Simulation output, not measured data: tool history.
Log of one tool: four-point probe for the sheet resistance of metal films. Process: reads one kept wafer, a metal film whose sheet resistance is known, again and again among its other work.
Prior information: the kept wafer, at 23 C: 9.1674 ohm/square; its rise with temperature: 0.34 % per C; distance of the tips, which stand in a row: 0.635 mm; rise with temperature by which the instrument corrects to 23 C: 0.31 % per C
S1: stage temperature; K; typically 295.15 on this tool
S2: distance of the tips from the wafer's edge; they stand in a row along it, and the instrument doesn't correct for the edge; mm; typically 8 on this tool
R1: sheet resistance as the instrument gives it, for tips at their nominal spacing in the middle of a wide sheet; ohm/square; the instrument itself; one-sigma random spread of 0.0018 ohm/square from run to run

| run | hour | S1 | S2 | R1 |
|---|---|---|---|---|
| 1 | 0 | 295.15 | 8 | 9.194195 |
| 2 | 27.9 | 300.15 | 8 | 9.202493 |
| 3 | 52.8 | 296.15 | 8 | 9.188799 |
| 4 | 80.1 | 296.15 | 8 | 9.193395 |
| 5 | 101.8 | 296.15 | 8 | 9.189988 |
| 6 | 119.8 | 295.15 | 7 | 9.193031 |
| 7 | 145.1 | 295.15 | 8 | 9.185005 |
| 8 | 180.1 | 295.15 | 8 | 9.188055 |
| 9 | 206.1 | 295.15 | 8 | 9.184028 |
| 10 | 228.5 | 295.15 | 8 | 9.182289 |
| 11 | 261.3 | 299.15 | 8 | 9.188701 |
| 12 | 285.5 | 295.15 | 8 | 9.18258 |
| 13 | 313.5 | 295.15 | 8 | 9.179904 |
| 14 | 332.8 | 295.15 | 8 | 9.179177 |
| 15 | 370.5 | 295.15 | 24 | 9.149462 |
| 16 | 396.5 | 295.15 | 24 | 9.148054 |
| 17 | 413.4 | 295.15 | 23 | 9.148449 |
| 18 | 443.6 | 295.15 | 23 | 9.147359 |
| 19 | 471.9 | 295.15 | 23 | 9.146261 |
| 20 | 490 | 295.15 | 23 | 9.148691 |
| 21 | 519.8 | 295.15 | 23 | 9.144656 |
| 22 | 545.8 | 295.15 | 23 | 9.142086 |
| 23 | 576.8 | 295.15 | 23 | 9.145014 |
| 24 | 598.7 | 301.15 | 9 | 9.180121 |
| 25 | 629.5 | 296.15 | 60 | 9.141878 |
| 26 | 655 | 293.15 | 40 | 9.130968 |
| 27 | 675.9 | 306.15 | 57 | 9.168196 |
| 28 | 713.1 | 298.15 | 40 | 9.14636 |

What will run 29 give?
| 29 | 733.2 | 301.15 | 4 | ? |

R1: 9.276923 ohm/square
Had the tool carried no hidden state, the very same run would have given R1 9.306974 ohm/square.
